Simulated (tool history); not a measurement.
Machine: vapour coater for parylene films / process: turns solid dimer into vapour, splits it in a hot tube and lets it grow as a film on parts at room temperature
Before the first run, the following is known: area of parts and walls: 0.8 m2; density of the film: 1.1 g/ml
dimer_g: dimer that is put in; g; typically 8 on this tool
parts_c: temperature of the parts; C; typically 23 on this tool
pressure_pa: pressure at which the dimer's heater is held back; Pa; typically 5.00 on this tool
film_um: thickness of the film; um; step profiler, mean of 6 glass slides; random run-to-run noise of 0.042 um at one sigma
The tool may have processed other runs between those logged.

run   hour  dimer_g  parts_c  pressure_pa  film_um
  1    0.0        8       23         5.00     4.73
  2   30.2        8       23         5.00     4.61
  3   46.0        8       23         5.00     4.67
  4   73.1        8       25         5.00     4.47
  5  102.0        8       25         5.00     4.45
  6  129.8        8       25         5.00     4.44
  7  159.2        8       16         8.03     4.80
  8  185.2        7       29         2.78     4.09
     196.1  -- trap's valve overhauled
  9  213.6        7       29         2.78     4.11

Run 10 has not been measured yet. What should we expect?
 10  229.6        6       17         5.16        ?

Logged for run 10: film_um 3.98 um.
On a tool with no hidden condition, and with the same random variation, this run would have come out at film_um 3.98 um.
